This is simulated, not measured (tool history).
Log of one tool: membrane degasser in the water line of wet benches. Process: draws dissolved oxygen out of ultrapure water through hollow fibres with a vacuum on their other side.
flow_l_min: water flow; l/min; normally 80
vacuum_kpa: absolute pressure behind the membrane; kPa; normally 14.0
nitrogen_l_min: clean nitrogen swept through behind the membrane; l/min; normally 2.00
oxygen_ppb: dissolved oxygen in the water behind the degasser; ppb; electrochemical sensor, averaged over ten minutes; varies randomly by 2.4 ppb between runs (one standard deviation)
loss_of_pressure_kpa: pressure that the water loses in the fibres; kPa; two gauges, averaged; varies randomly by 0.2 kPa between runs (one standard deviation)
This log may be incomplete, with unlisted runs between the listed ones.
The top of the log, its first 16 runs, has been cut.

run    hour  flow_l_min  vacuum_kpa  nitrogen_l_min  oxygen_ppb  loss_of_pressure_kpa
 17  1248.9          80        14.0            2.00       817.2                 45.34
 18  1306.1          80        14.0            2.00       812.2                 45.41
 19  1378.1          53        19.7            0.99      1437.1                 29.84
 20  1486.7          74        29.0            1.96      1656.2                 41.39
     1494.4  -- vacuum gauge calibrated
 21  1549.9          80        14.0            1.33      1088.7                 44.88
 22  1636.6          72        18.2            1.33      1345.5                 40.96
 23  1692.9          59        18.2            1.20      1254.1                 33.81
 24  1772.0          59        18.2            1.20      1255.8                 33.17
     1823.3  -- vacuum gauge calibrated, once more
 25  1825.3          59        12.3            1.20       793.7                 33.28
 26  1913.8          59        12.3            1.20       796.4                 33.62
 27  1991.3         109        13.1            2.00       981.8                 61.82
 28  2101.3          79        25.9            1.83      1633.3                 45.12
 29  2156.5          79        11.2            3.12       435.8                 44.80
 30  2211.7          82        12.2            1.20      1006.7                 46.76
 31  2282.5          82        12.2            1.20      1003.0                 46.69

Each row is a separate what-if for the run after 31, all from the same tool condition, not one after another. Results?
  A  2390.6          90        12.2            1.20           ?                     ?
  B  2390.6          82        16.5            1.20           ?                     ?
  C  2390.6          48        12.2            2.00           ?                     ?

run  oxygen_ppb  loss_of_pressure_kpa
  A      1074.6                 51.37
  B      1409.8                 46.36
  C       451.9                 27.35
Had the tool no hidden state, the same runs would have come out as:
run  oxygen_ppb  loss_of_pressure_kpa
  A      1069.1                 50.24
  B      1405.7                 45.32
  C       449.8                 26.74
